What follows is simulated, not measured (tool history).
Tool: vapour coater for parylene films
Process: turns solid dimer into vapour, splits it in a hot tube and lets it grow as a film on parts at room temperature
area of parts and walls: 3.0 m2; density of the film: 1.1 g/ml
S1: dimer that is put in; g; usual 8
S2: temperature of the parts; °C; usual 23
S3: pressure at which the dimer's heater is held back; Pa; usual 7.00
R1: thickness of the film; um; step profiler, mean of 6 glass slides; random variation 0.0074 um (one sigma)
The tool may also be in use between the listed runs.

run 1 hour=0.0 | S1=8 S2=23 S3=7.00 | R1=1.325
run 2 hour=50.1 | S1=8 S2=28 S3=7.00 | R1=1.229
run 3 hour=98.1 | S1=8 S2=28 S3=7.00 | R1=1.221
run 4 hour=122.9 | S1=8 S2=23 S3=7.00 | R1=1.320
run 5 hour=155.4 | S1=8 S2=23 S3=7.00 | R1=1.324
run 6 hour=187.0 | S1=8 S2=23 S3=7.00 | R1=1.336
run 7 hour=240.6 | S1=8 S2=23 S3=3.45 | R1=1.469
run 8 hour=274.4 | S1=6 S2=23 S3=3.45 | R1=1.096
run 9 hour=307.8 | S1=8 S2=23 S3=7.00 | R1=1.323
run 10 hour=359.8 | S1=8 S2=23 S3=7.00 | R1=1.326
run 11 hour=395.7 | S1=8 S2=23 S3=7.00 | R1=1.321
run 12 hour=444.0 | S1=10 S2=23 S3=7.00 | R1=1.647
run 13 hour=496.0 | S1=9 S2=31 S3=6.57 | R1=1.328
run 14 hour=526.2 | S1=9 S2=20 S3=3.90 | R1=1.702
run 15 hour=570.1 | S1=6 S2=33 S3=7.19 | R1=0.856

Forecast run 16:
run 16 hour=609.7 | S1=6 S2=33 S3=7.19 | R1=?

Run 16 gave R1 0.848 um.
Without the tool's hidden state the same run would have given R1 0.849 um.
